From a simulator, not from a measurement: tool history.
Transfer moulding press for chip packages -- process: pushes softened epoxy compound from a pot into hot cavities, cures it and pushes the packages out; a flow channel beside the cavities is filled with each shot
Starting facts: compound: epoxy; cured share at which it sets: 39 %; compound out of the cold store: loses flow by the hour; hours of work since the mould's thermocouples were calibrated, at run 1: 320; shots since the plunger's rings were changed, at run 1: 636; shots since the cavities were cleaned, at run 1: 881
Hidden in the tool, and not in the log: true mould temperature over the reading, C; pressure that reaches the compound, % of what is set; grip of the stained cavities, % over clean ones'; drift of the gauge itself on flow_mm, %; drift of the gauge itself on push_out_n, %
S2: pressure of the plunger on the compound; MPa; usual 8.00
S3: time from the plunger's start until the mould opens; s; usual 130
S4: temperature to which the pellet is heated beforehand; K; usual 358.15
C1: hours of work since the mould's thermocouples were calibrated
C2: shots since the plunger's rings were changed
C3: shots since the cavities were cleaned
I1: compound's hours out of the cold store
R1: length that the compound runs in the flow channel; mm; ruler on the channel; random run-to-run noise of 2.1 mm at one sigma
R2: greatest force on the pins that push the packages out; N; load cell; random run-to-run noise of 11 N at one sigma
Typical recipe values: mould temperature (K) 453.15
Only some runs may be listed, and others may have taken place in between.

Run 1, day 0.000: usual settings; C1 320; C2 636; C3 881; I1 29.3. Result: R1 764 mm, R2 513 N.
At day 0.692: cavities cleaned with cleaning compound and waxed.
Run 2, day 0.758: usual settings; C1 328; C2 751; C3 11; I1 34.5. Result: R1 740 mm, R2 507 N.
At day 2.325: mould's thermocouples calibrated.
Run 3, day 2.325: usual settings; C1 0; C2 995; C3 255; I1 40.6. Result: R1 722 mm, R2 493 N.
Run 4, day 3.333: usual settings; C1 12; C2 1162; C3 422; I1 22.5. Result: R1 792 mm, R2 537 N.
Run 5, day 4.096: usual settings; C1 22; C2 1288; C3 548; I1 21.3. Result: R1 799 mm, R2 535 N.
Run 6, day 5.179: usual settings; C1 35; C2 1467; C3 727; I1 20.3. Result: R1 801 mm, R2 541 N.
Run 7, day 6.067: usual settings; C1 46; C2 1613; C3 873; I1 40.0. Result: R1 721 mm, R2 516 N.
At day 6.850: cavities cleaned with cleaning compound and waxed.
Run 8, day 7.717: usual settings; C1 65; C2 1876; C3 144; I1 14.5. Result: R1 825 mm, R2 549 N.
Run 9, day 8.621: usual settings; C1 76; C2 2025; C3 293; I1 29.1. Result: R1 768 mm, R2 498 N.
Run 10, day 10.104: usual settings but S4 365.15 K; C1 94; C2 2269; C3 537; I1 19.1. Result: R1 807 mm, R2 525 N.
Run 11, day 11.725: usual settings but S3 134 s, S4 365.15 K; C1 114; C2 2537; C3 805; I1 9.0. Result: R1 850 mm, R2 511 N.
Run 12, day 12.638: usual settings but mould temperature (K) 452.15, S2 6.67 MPa; C1 125; C2 2687; C3 955; I1 33.7. Result: R1 687 mm, R2 520 N.
At day 12.962: cavities cleaned with cleaning compound and waxed.
Run 13, day 13.717: usual settings but mould temperature (K) 449.15, S3 153 s; C1 138; C2 2855; C3 124; I1 43.6. Result: R1 719 mm, R2 477 N.
Run 14, day 15.092: usual settings but mould temperature (K) 450.15, S2 9.12 MPa, S3 167 s, S4 364.15 K; C1 155; C2 3082; C3 351; I1 11.1. Result: R1 905 mm, R2 437 N.

Alternative continuations, all from the tool just after run 14; predict every row:
Run A, day 16.292: usual settings but mould temperature (K) 450.15, S2 9.71 MPa, S3 167 s, S4 350.15 K; C1 169; C2 3281; C3 550; I1 31.4. Result: R1 ?, R2 ?.
Run B, day 16.292: usual settings but S2 8.34 MPa; C1 169; C2 3281; C3 550; I1 8.4. Result: R1 ?, R2 ?.
Run C, day 16.292: usual settings but mould temperature (K) 448.15, S2 9.12 MPa, S3 151 s, S4 365.15 K; C1 169; C2 3281; C3 550; I1 37.4. Result: R1 ?, R2 ?.
Run D, day 16.292: usual settings but mould temperature (K) 450.15, S2 9.12 MPa, S3 160 s, S4 364.15 K; C1 169; C2 3281; C3 550; I1 34.0. Result: R1 ?, R2 ?.
Run E, day 16.292: usual settings but mould temperature (K) 454.15; C1 169; C2 3281; C3 550; I1 19.8. Result: R1 ?, R2 ?.

run   R1   R2
  A  842  439
  B  871  538
  C  794  532
  D  803  439
  E  800  486
What these runs would have given with no unlogged condition in the tool:
run   R1   R2
  A  842  434
  B  872  531
  C  795  525
  D  804  433
  E  801  479
